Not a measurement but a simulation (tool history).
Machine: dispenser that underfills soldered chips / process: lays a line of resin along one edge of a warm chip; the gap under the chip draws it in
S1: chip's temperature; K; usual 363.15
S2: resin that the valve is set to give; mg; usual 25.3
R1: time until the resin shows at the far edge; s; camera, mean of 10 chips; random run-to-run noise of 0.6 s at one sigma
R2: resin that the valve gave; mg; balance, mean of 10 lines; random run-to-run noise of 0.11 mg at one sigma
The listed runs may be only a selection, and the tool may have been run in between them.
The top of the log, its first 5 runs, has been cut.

run   hour      S1    S2    R1     R2
      30.3  -- new syringe of resin
  6   32.9  363.15  26.3  56.2  25.72
      37.5  -- new syringe of resin
  7   39.2  372.15  25.3  39.8  24.70
  8   43.3  378.15  25.3  40.8  24.47
      45.1  -- new syringe of resin
      52.5  -- new syringe of resin
  9   52.9  378.15  25.3  32.1  24.42
 10   58.4  378.15  25.3  40.4  24.38
      60.1  -- new syringe of resin
 11   63.2  378.15  25.3  35.4  24.24
      67.4  -- new syringe of resin
 12   68.2  378.15  25.3  31.5  24.09
      74.7  -- new syringe of resin
 13   76.7  378.15  25.3  34.0  24.07
 14   81.5  358.15  25.3  80.6  23.83
      82.5  -- new syringe of resin
      89.7  -- dispensing valve cleaned and set on the balance
      90.7  -- new syringe of resin
 15   91.1  374.15  25.3  35.8  25.30
      98.6  -- new syringe of resin
 16   99.3  355.15  25.3  70.1  25.33
 17  104.4  355.15  25.3  86.7  25.27
     105.8  -- new syringe of resin
     113.1  -- new syringe of resin
 18  113.1  365.15  25.3  49.0  25.12
     120.2  -- new syringe of resin
 19  120.7  365.15  25.3  47.5  24.97
 20  126.3  355.15  26.7  85.3  26.29

What will run 21 give?
     127.4  -- new syringe of resin
 21  133.4  374.15  23.8   ?   ?

Run 21 came out at R1 44.8 s, R2 23.37 mg.
Were there no unlogged condition in the tool, this run, its random variation unchanged, would have produced R1 35.9 s, R2 23.84 mg.
